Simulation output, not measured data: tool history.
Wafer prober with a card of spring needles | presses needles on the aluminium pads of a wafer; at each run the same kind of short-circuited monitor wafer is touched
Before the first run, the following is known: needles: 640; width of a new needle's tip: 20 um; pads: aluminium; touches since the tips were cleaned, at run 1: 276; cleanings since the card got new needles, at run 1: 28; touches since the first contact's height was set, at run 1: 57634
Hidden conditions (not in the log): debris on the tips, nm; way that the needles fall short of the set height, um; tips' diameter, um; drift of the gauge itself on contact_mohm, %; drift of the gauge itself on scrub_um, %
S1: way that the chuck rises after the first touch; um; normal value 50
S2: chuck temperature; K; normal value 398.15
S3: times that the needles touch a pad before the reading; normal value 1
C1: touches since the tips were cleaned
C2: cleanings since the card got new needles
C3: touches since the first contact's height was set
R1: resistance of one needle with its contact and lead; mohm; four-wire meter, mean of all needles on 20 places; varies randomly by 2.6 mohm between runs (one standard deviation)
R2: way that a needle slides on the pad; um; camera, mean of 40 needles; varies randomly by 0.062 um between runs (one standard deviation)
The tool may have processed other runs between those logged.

run,hour,S1,S2,S3,C1,C2,C3,R1,R2
1,0,50,398.15,1,276,28,57634,297,13.6
# hour 30: tips cleaned on abrasive film
2,30.2,50,398.15,1,82,29,66583,299,13.53
# hour 60.1: tips cleaned on abrasive film
3,74.3,64,398.15,1,4225,30,79637,294,17.33
# hour 88.2: tips cleaned on abrasive film
4,100.2,64,398.15,1,3563,31,87296,292,17.25
# hour 117.8: tips cleaned on abrasive film
5,118.8,50,390.15,1,309,32,92782,297,13.46
# hour 146: tips cleaned on abrasive film
6,146.2,50,390.15,1,62,33,100888,290,13.56
7,168.7,48,398.15,1,6750,33,107576,301,13
# hour 174.3: tips cleaned on abrasive film
8,200.2,48,398.15,1,7679,34,116879,301,13.05
# hour 202.5: tips cleaned on abrasive film
# hour 231.2: tips cleaned on abrasive film
9,232.3,48,398.15,3,338,36,126355,298,12.97
# hour 260.3: tips cleaned on abrasive film
10,274.7,48,398.15,3,4268,37,138916,302,12.98
# hour 290.6: tips cleaned on abrasive film
11,298.3,48,398.15,3,2272,38,145881,300,13.02
# hour 320.4: tips cleaned on abrasive film
12,334.8,48,398.15,3,4287,39,156694,298,12.9
# hour 350.9: tips cleaned on abrasive film
13,364.2,48,398.15,3,3963,40,165393,302,12.94
# hour 378.7: tips cleaned on abrasive film
14,393,48,398.15,3,4265,41,173924,299,12.92
# hour 407: tips cleaned on abrasive film
# hour 430.8: height of the first contact set anew
# hour 436.2: tips cleaned on abrasive film
15,436.9,48,398.15,3,204,43,1769,297,12.95
# hour 464.7: tips cleaned on abrasive film
16,477.8,48,398.15,3,3883,44,13889,299,12.85
# hour 493.2: tips cleaned on abrasive film
17,507.9,33,329.15,2,4363,45,22796,288,8.89
# hour 522.1: tips cleaned on abrasive film
18,530.8,33,329.15,2,2580,46,29567,286,8.72
# hour 551.1: tips cleaned on abrasive film
19,570.2,33,329.15,2,5646,47,41212,288,8.88
# hour 579.1: tips cleaned on abrasive film
20,596,50,310.15,1,5014,48,48855,272,13.39
# hour 610.3: tips cleaned on abrasive film
21,622.1,48,343.15,3,3493,49,56571,286,12.82
# hour 640.3: tips cleaned on abrasive film
22,661.4,48,343.15,3,6269,50,68215,284,12.83
# hour 669.4: tips cleaned on abrasive film
23,694.9,47,398.15,1,7564,51,78119,296,12.46
# hour 697.2: tips cleaned on abrasive film
24,724.8,50,374.15,1,8188,52,86953,289,13.18
# hour 728.2: tips cleaned on abrasive film
25,750.3,50,391.15,2,6568,53,94505,296,13.33
# hour 756: tips cleaned on abrasive film
26,769,50,398.15,3,3880,54,100040,299,13.38
# hour 785: tips cleaned on abrasive film
27,793,50,312.15,3,2366,55,107121,271,13.27
# hour 813.3: tips cleaned on abrasive film
28,814.9,58,312.15,2,475,56,113583,270,15.4
# hour 844.7: tips cleaned on abrasive film
29,851.6,45,329.15,1,2061,57,124465,274,11.92
# hour 875.8: tips cleaned on abrasive film
30,883.6,56,328.15,1,2298,58,133918,271,14.77
# hour 891.1: gauge calibrated
# hour 904.4: tips cleaned on abrasive film
31,922.4,50,306.15,2,5365,59,145430,271,13.5
# hour 933: tips cleaned on abrasive film
32,941.6,36,359.15,2,2537,60,151080,296,9.72

What if the next run were any one of these 3? Each begins from the tool's condition after run 32:
# hour 962.6: tips cleaned on abrasive film
A,971,33,299.15,3,2493,61,159795,?,?
# hour 962.6: tips cleaned on abrasive film
B,971,49,359.15,2,2493,61,159795,?,?
# hour 962.6: tips cleaned on abrasive film
C,971,41,340.15,2,2493,61,159795,?,?

run,R1,R2
A,277,8.91
B,285,13.31
C,286,11.05
The same runs, with their run-to-run variation unchanged, on a tool lacking any hidden condition would have given:
run,R1,R2
A,277,8.93
B,285,13.34
C,285,11.07
